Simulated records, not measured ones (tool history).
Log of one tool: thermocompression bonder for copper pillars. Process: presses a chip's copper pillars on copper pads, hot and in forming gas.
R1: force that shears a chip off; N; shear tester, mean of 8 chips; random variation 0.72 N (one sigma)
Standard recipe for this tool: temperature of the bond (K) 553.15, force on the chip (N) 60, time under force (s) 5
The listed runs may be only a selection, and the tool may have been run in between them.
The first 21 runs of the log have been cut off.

{"run": 22, "day": 18.025, "temperature of the bond (K)": 535.15, "force on the chip (N)": 42, "time under force (s)": 13, "R1": 36.7}
{"run": 23, "day": 19.175, "temperature of the bond (K)": 535.15, "force on the chip (N)": 42, "time under force (s)": 12, "R1": 36.3}
{"run": 24, "day": 19.967, "temperature of the bond (K)": 535.15, "force on the chip (N)": 42, "time under force (s)": 12, "R1": 35.1}
{"run": 25, "day": 21.179, "temperature of the bond (K)": 553.15, "force on the chip (N)": 75, "time under force (s)": 5, "R1": 48.7}
{"run": 26, "day": 22.346, "temperature of the bond (K)": 569.15, "force on the chip (N)": 77, "time under force (s)": 3, "R1": 52.8}
{"run": 27, "day": 23.142, "temperature of the bond (K)": 565.15, "force on the chip (N)": 54, "time under force (s)": 14, "R1": 62.8}
{"run": 28, "day": 24.242, "temperature of the bond (K)": 565.15, "force on the chip (N)": 54, "time under force (s)": 14, "R1": 63}
{"day": 24.879, "done": "forming gas filter changed"}
{"run": 29, "day": 24.925, "temperature of the bond (K)": 562.15, "force on the chip (N)": 60, "time under force (s)": 4, "R1": 47.3}
{"run": 30, "day": 25.604, "temperature of the bond (K)": 553.15, "force on the chip (N)": 83, "time under force (s)": 5, "R1": 56.4}
{"run": 31, "day": 26.425, "temperature of the bond (K)": 566.15, "force on the chip (N)": 83, "time under force (s)": 11, "R1": 73.9}
{"run": 32, "day": 27.279, "temperature of the bond (K)": 531.15, "force on the chip (N)": 60, "time under force (s)": 3, "R1": 26.2}
{"run": 33, "day": 28.392, "temperature of the bond (K)": 548.15, "force on the chip (N)": 55, "time under force (s)": 4, "R1": 36.1}
{"run": 34, "day": 29.121, "temperature of the bond (K)": 548.15, "force on the chip (N)": 55, "time under force (s)": 4, "R1": 35.8}
{"run": 35, "day": 29.925, "temperature of the bond (K)": 548.15, "force on the chip (N)": 55, "time under force (s)": 4, "R1": 36.1}
{"run": 36, "day": 30.95, "temperature of the bond (K)": 582.15, "force on the chip (N)": 70, "time under force (s)": 4, "R1": 65.5}
{"run": 37, "day": 32.192, "temperature of the bond (K)": 553.15, "force on the chip (N)": 40, "time under force (s)": 5, "R1": 33.6}
{"run": 38, "day": 33.488, "temperature of the bond (K)": 553.15, "force on the chip (N)": 44, "time under force (s)": 3, "R1": 28.6}
{"run": 39, "day": 34.65, "temperature of the bond (K)": 553.15, "force on the chip (N)": 44, "time under force (s)": 3, "R1": 28.2}

Predict each of these 3 candidate next runs independently; none follows another, all start after run 39:
{"run": "A", "day": 35.954, "temperature of the bond (K)": 559.15, "force on the chip (N)": 73, "time under force (s)": 5, "R1": "?"}
{"run": "B", "day": 35.954, "temperature of the bond (K)": 563.15, "force on the chip (N)": 54, "time under force (s)": 6, "R1": "?"}
{"run": "C", "day": 35.954, "temperature of the bond (K)": 534.15, "force on the chip (N)": 50, "time under force (s)": 3, "R1": "?"}

run=A R1=52.6
run=B R1=47.5
run=C R1=23.3
The same runs, with their run-to-run variation unchanged, on a tool lacking any hidden condition would have given:
run=A R1=61.7
run=B R1=56.2
run=C R1=29.5
